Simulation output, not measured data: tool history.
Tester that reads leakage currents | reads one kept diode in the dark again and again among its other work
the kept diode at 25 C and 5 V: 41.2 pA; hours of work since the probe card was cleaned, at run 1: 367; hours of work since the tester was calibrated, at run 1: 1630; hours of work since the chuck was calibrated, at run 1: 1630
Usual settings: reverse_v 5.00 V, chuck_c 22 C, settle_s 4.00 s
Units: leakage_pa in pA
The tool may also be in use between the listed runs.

run    hour  reverse_v  chuck_c  settle_s  hours of work since the probe card was cleaned  hours of work since the tester was calibrated  hours of work since the chuck was calibrated  leakage_pa
  1     0.0       5.00       22      4.00                                             367                                           1630                                          1630       36.21
  2    39.6       5.00       22      4.00                                             390                                           1653                                          1653       36.25
  3    83.4       5.00       22      0.69                                             415                                           1678                                          1678       38.90
  4   104.8       5.00       22      4.00                                             427                                           1691                                          1691       36.62
  5   145.6       5.00       22      4.00                                             451                                           1714                                          1714       36.72
  6   194.6       1.21       22      4.00                                             479                                           1743                                          1743       21.79
  7   241.0       1.21       22      4.00                                             506                                           1769                                          1769       21.67
  8   290.5       5.00       22      2.86                                             534                                           1798                                          1798       37.19
  9   331.8       5.00       22      4.00                                             558                                           1822                                          1822       37.06
 10   373.3       5.00       24      4.00                                             582                                           1846                                          1846       43.58
 11   411.2       2.29       24      4.00                                             604                                           1867                                          1867       32.48
 12   447.5       2.29       24      4.00                                             625                                           1888                                          1888       32.52
 13   490.7       2.29       24      4.00                                             650                                           1913                                          1913       32.47
 14   530.6       2.29       24      4.00                                             673                                           1936                                          1936       32.75
 15   563.9       5.00       22      0.77                                             692                                           1955                                          1955       39.35
 16   605.6       5.00       22      4.00                                             716                                           1980                                          1980       37.87
 17   642.9       5.00       22      4.00                                             738                                           2001                                          2001       37.60
 18   689.6       2.72       22      4.00                                             765                                           2028                                          2028       30.01
 19   737.5       2.72       22      4.00                                             792                                           2056                                          2056       29.94
      745.4  -- chuck's temperature calibrated
      764.0  -- tester calibrated
 20   792.2       5.00       37      4.00                                             821                                             16                                            26      109.81
 21   827.5       2.31       37      0.31                                             842                                             37                                            46       86.05
 22   848.6       1.94       22      2.69                                             854                                             49                                            58       24.37
 23   885.6       1.94       22      2.69                                             875                                             70                                            80       24.39
 24   927.6       5.00       50      0.43                                             899                                             94                                           104      284.92
 25   971.0       5.77       44      9.07                                             924                                            119                                           129      193.26
 26   992.4       5.00       28      1.49                                             937                                            132                                           141       56.97
 27  1019.6      16.78       38      2.51                                             953                                            147                                           157      189.13
 28  1047.6       5.00       22      5.52                                             969                                            164                                           173       35.58
 29  1095.5       4.24       31      4.00                                             996                                            191                                           201       66.71
 30  1121.7      11.61       31      0.61                                            1011                                            206                                           216      105.25
 31  1148.8       5.00       52      6.76                                            1027                                            222                                           232      325.01
 32  1192.5       1.29       36      0.39                                            1052                                            247                                           257       63.61
 33  1242.2       5.00       30      4.00                                            1081                                            276                                           285       66.10
 34  1286.2       2.15       54      2.91                                            1106                                            301                                           311      276.18
 35  1310.7       3.41       31      4.00                                            1120                                            315                                           325       61.86
 36  1344.4       2.46       45      3.81                                            1140                                            335                                           344      154.25
 37  1374.2       3.30       48      0.32                                            1157                                            352                                           362      215.77
 38  1407.5       5.00       39      4.00                                            1176                                            371                                           381      129.99
 39  1436.2       5.00       32      0.40                                            1193                                            388                                           397       81.97

How the hidden state differs across the entries between the runs, from the last listed run before each to the first after it:
Between runs 19 and 20: chuck's temperature calibrated (hour 745.4); tester calibrated (hour 764.0)
  stray current of the dirty probe card, pA a volt: 0.478 -> 0.494; current scale over the true one, %: -2.75 -> 0.03; true chuck temperature over the reading, C: 1.46 -> 0.03
  measured less the result without the state, leakage_pa: +3.77 -> +2.67 pA
